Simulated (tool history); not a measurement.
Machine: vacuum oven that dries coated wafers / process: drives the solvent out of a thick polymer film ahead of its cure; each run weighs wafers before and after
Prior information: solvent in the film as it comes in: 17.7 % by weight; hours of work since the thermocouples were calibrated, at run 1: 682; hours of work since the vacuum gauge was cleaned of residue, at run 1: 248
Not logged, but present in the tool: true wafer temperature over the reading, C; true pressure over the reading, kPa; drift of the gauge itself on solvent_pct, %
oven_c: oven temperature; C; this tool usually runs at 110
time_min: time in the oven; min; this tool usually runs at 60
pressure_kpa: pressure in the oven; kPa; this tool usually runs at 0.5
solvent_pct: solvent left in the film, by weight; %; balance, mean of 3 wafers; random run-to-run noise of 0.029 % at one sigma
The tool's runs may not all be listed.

run    hour  oven_c  time_min  pressure_kpa  hours of work since the thermocouples were calibrated  hours of work since the vacuum gauge was cleaned of residue  solvent_pct
  1       0     110        60           0.5                                                    682                                                          248         1.03
  2    30.5     110        60           0.5                                                    701                                                          267          1.1
  3    61.8     110        60           0.5                                                    721                                                          286         1.09
  4    84.8     110        60           0.5                                                    735                                                          300         1.08
  5    99.8     110        60           0.5                                                    744                                                          310         1.14
  6   116.1     110        60           0.5                                                    755                                                          320         1.09
  7   138.3     110        60           0.5                                                    768                                                          334         1.15
  8   164.5     110        60           0.5                                                    785                                                          350         1.12
  9   193.7     110        51           0.5                                                    803                                                          368         1.61
 10   222.2     110        60           0.5                                                    821                                                          386         1.12
 11   247.2     110        60         0.621                                                    836                                                          402         1.21
 12   268.5     110        60         0.621                                                    850                                                          415         1.23
 13   286.6     115        60         0.621                                                    861                                                          426         0.65
 14   300.6     110        95           0.5                                                    870                                                          435         0.47
 15   329.8     110        95           0.5                                                    888                                                          453         0.47
 16   352.3     110        95           0.5                                                    902                                                          467         0.41
 17   380.8     110        95         1.121                                                    920                                                          485          0.7
 18   409.7     110        60         1.968                                                    938                                                          503         1.64
 19   429.2     110        60         1.968                                                    950                                                          515         1.64
 20   446.3     110        60           0.5                                                    960                                                          526          1.2
      455.2  -- oven's thermocouples calibrated
 21   479.9     110        60           0.5                                                     15                                                          545         1.01
 22   496.3     110        66           0.5                                                     26                                                          556         0.83
 23   517.2     110        86           0.5                                                     39                                                          569         0.45
 24     549     110        52         0.436                                                     58                                                          588         1.39
 25   579.6     112        60           0.5                                                     77                                                          607         0.83
 26   605.6     112        60           0.5                                                     94                                                          624         0.88
 27   632.7     112        94           0.5                                                    111                                                          641         0.35
 28   662.1     110        66         0.505                                                    129                                                          659         0.92
 29   676.5     108        50         0.505                                                    138                                                          668         1.98
 30   704.3     112        56         0.531                                                    155                                                          685         0.96
 31     729     112        56         0.531                                                    171                                                          701         0.97
 32     746     123        61         1.191                                                    181                                                          711         0.35
 33   762.9     112        84         1.191                                                    192                                                          722          0.7
 34   791.7     121        60           0.5                                                    210                                                          740         0.27
 35   813.7     121        60           0.5                                                    223                                                          753         0.26
 36   845.4     121        60           0.5                                                    243                                                          773         0.34
 37   865.4     113        60         0.615                                                    256                                                          786         0.81
 38   894.4     110        70         0.388                                                    274                                                          804         0.78
 39   913.4     105        83         0.396                                                    286                                                          816         1.01
 40   942.4     105        83         0.345                                                    304                                                          834         1.04
 41   965.2     105        83         0.345                                                    318                                                          848         1.04
 42   990.1     110       104         0.253                                                    333                                                          863         0.38
 43  1018.1     110       104         0.253                                                    351                                                          881          0.3
 44  1042.2     110       104         0.253                                                    366                                                          896          0.3
 45    1072     111        71         1.414                                                    384                                                          914         1.05
 46  1097.3     111        31         0.694                                                    400                                                          930         3.45

Consider 5 possible next runs. They are alternatives, not a sequence: every one starts from the tool as it was left by run 46. What does each give?
  A  1122.3     111        88         0.694                                                    416                                                          946            ?
  B  1122.3     124        41         0.542                                                    416                                                          946            ?
  C  1122.3     110        60         1.007                                                    416                                                          946            ?
  D  1122.3     110        60         0.295                                                    416                                                          946            ?
  E  1122.3     110        80         0.345                                                    416                                                          946            ?

run  solvent_pct
  A         0.53
  B         0.48
  C         1.35
  D         1.08
  E         0.67
What these runs would have given with no unlogged condition in the tool:
run  solvent_pct
  A         0.37
  B         0.36
  C         1.15
  D         0.88
  E         0.49
